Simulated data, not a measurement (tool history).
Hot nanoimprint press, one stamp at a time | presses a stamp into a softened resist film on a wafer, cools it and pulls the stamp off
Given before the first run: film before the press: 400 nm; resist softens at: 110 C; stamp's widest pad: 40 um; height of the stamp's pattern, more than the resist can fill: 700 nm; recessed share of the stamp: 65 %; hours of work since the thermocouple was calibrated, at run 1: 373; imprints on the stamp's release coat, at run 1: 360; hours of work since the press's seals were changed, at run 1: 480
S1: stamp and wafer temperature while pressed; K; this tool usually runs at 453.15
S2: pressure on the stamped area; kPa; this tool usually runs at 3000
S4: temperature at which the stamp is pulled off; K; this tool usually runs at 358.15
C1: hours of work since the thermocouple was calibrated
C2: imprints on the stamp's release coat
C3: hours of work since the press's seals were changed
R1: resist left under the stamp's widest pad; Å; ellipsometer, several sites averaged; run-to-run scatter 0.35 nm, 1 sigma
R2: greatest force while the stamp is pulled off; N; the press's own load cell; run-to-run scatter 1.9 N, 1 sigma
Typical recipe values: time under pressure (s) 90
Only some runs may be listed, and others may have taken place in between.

{"run": 1, "hour": 0.0, "S1": 453.15, "S2": 3000, "time under pressure (s)": 90, "S4": 358.15, "C1": 373, "C2": 360, "C3": 480, "R1": 2130, "R2": 153}
{"run": 2, "hour": 16.4, "S1": 453.15, "S2": 3000, "time under pressure (s)": 90, "S4": 358.15, "C1": 383, "C2": 391, "C3": 491, "R1": 2137, "R2": 153}
{"run": 3, "hour": 31.4, "S1": 453.15, "S2": 3000, "time under pressure (s)": 90, "S4": 358.15, "C1": 392, "C2": 420, "C3": 500, "R1": 2145, "R2": 152}
{"run": 4, "hour": 43.9, "S1": 453.15, "S2": 3000, "time under pressure (s)": 90, "S4": 358.15, "C1": 400, "C2": 444, "C3": 508, "R1": 2146, "R2": 150}
{"run": 5, "hour": 61.8, "S1": 453.15, "S2": 3000, "time under pressure (s)": 90, "S4": 358.15, "C1": 412, "C2": 478, "C3": 520, "R1": 2135, "R2": 156}
{"run": 6, "hour": 75.8, "S1": 453.15, "S2": 3000, "time under pressure (s)": 90, "S4": 358.15, "C1": 421, "C2": 505, "C3": 528, "R1": 2136, "R2": 153}
{"run": 7, "hour": 85.8, "S1": 453.15, "S2": 3000, "time under pressure (s)": 90, "S4": 358.15, "C1": 427, "C2": 524, "C3": 535, "R1": 2139, "R2": 157}
{"run": 8, "hour": 108.3, "S1": 453.15, "S2": 3000, "time under pressure (s)": 90, "S4": 358.15, "C1": 441, "C2": 567, "C3": 549, "R1": 2148, "R2": 152}
{"run": 9, "hour": 127.2, "S1": 453.15, "S2": 3000, "time under pressure (s)": 90, "S4": 358.15, "C1": 453, "C2": 602, "C3": 561, "R1": 2153, "R2": 158}
{"run": 10, "hour": 139.5, "S1": 453.15, "S2": 4160, "time under pressure (s)": 90, "S4": 358.15, "C1": 461, "C2": 626, "C3": 569, "R1": 1804, "R2": 156}
{"run": 11, "hour": 152.7, "S1": 453.15, "S2": 4160, "time under pressure (s)": 117, "S4": 358.15, "C1": 469, "C2": 651, "C3": 577, "R1": 1653, "R2": 159}
{"hour": 176.9, "done": "plate thermocouple calibrated"}
{"run": 12, "hour": 179.7, "S1": 453.15, "S2": 2980, "time under pressure (s)": 90, "S4": 358.15, "C1": 2, "C2": 697, "C3": 592, "R1": 2098, "R2": 157}
{"run": 13, "hour": 193.3, "S1": 453.15, "S2": 2980, "time under pressure (s)": 114, "S4": 358.15, "C1": 10, "C2": 723, "C3": 601, "R1": 1950, "R2": 160}
{"run": 14, "hour": 210.5, "S1": 453.15, "S2": 2980, "time under pressure (s)": 114, "S4": 358.15, "C1": 21, "C2": 755, "C3": 612, "R1": 1955, "R2": 158}
{"run": 15, "hour": 231.0, "S1": 453.15, "S2": 3000, "time under pressure (s)": 90, "S4": 358.15, "C1": 34, "C2": 794, "C3": 625, "R1": 2091, "R2": 160}
{"run": 16, "hour": 243.1, "S1": 453.15, "S2": 3000, "time under pressure (s)": 90, "S4": 351.15, "C1": 42, "C2": 817, "C3": 632, "R1": 2100, "R2": 187}
{"run": 17, "hour": 258.6, "S1": 453.15, "S2": 3000, "time under pressure (s)": 90, "S4": 351.15, "C1": 52, "C2": 847, "C3": 642, "R1": 2103, "R2": 188}
{"run": 18, "hour": 270.2, "S1": 453.15, "S2": 2660, "time under pressure (s)": 66, "S4": 358.15, "C1": 59, "C2": 869, "C3": 650, "R1": 2436, "R2": 163}
{"run": 19, "hour": 290.7, "S1": 445.15, "S2": 2410, "time under pressure (s)": 105, "S4": 359.15, "C1": 72, "C2": 908, "C3": 663, "R1": 2785, "R2": 160}
{"run": 20, "hour": 315.0, "S1": 445.15, "S2": 2410, "time under pressure (s)": 98, "S4": 359.15, "C1": 87, "C2": 954, "C3": 678, "R1": 2835, "R2": 165}
{"run": 21, "hour": 333.6, "S1": 445.15, "S2": 2410, "time under pressure (s)": 98, "S4": 359.15, "C1": 99, "C2": 990, "C3": 690, "R1": 2834, "R2": 166}
{"run": 22, "hour": 352.3, "S1": 465.15, "S2": 3000, "time under pressure (s)": 45, "S4": 357.15, "C1": 111, "C2": 1025, "C3": 702, "R1": 1871, "R2": 172}
{"run": 23, "hour": 373.4, "S1": 465.15, "S2": 2570, "time under pressure (s)": 45, "S4": 357.15, "C1": 124, "C2": 1065, "C3": 715, "R1": 2040, "R2": 175}
{"run": 24, "hour": 391.3, "S1": 464.15, "S2": 1890, "time under pressure (s)": 58, "S4": 348.15, "C1": 136, "C2": 1100, "C3": 726, "R1": 2272, "R2": 207}
{"run": 25, "hour": 409.4, "S1": 447.15, "S2": 3470, "time under pressure (s)": 90, "S4": 358.15, "C1": 147, "C2": 1134, "C3": 738, "R1": 2342, "R2": 173}
{"run": 26, "hour": 428.9, "S1": 447.15, "S2": 3730, "time under pressure (s)": 90, "S4": 365.15, "C1": 160, "C2": 1171, "C3": 750, "R1": 2274, "R2": 154}
{"run": 27, "hour": 445.0, "S1": 447.15, "S2": 3730, "time under pressure (s)": 90, "S4": 365.15, "C1": 170, "C2": 1202, "C3": 760, "R1": 2274, "R2": 156}
{"hour": 469.6, "done": "stamp cleaned and given a new release coat"}
{"run": 28, "hour": 470.7, "S1": 453.15, "S2": 2550, "time under pressure (s)": 90, "S4": 358.15, "C1": 182, "C2": 2, "C3": 773, "R1": 2302, "R2": 133}
{"run": 29, "hour": 485.7, "S1": 453.15, "S2": 3480, "time under pressure (s)": 90, "S4": 355.15, "C1": 192, "C2": 31, "C3": 782, "R1": 1963, "R2": 145}

Each row is a separate what-if for the run after 29, all from the same tool condition, not one after another. Results?
{"run": "A", "hour": 500.7, "S1": 459.15, "S2": 3990, "time under pressure (s)": 90, "S4": 358.15, "C1": 201, "C2": 59, "C3": 792, "R1": "?", "R2": "?"}
{"run": "B", "hour": 500.7, "S1": 449.15, "S2": 3000, "time under pressure (s)": 106, "S4": 359.15, "C1": 201, "C2": 59, "C3": 792, "R1": "?", "R2": "?"}
{"run": "C", "hour": 500.7, "S1": 457.15, "S2": 1840, "time under pressure (s)": 90, "S4": 355.15, "C1": 201, "C2": 59, "C3": 792, "R1": "?", "R2": "?"}

run=A R1=1519 R2=136
run=B R1=2276 R2=136
run=C R1=2427 R2=143
With no hidden state in the tool, these same runs would have given:
run=A R1=1467 R2=133
run=B R1=2216 R2=133
run=C R1=2382 R2=140
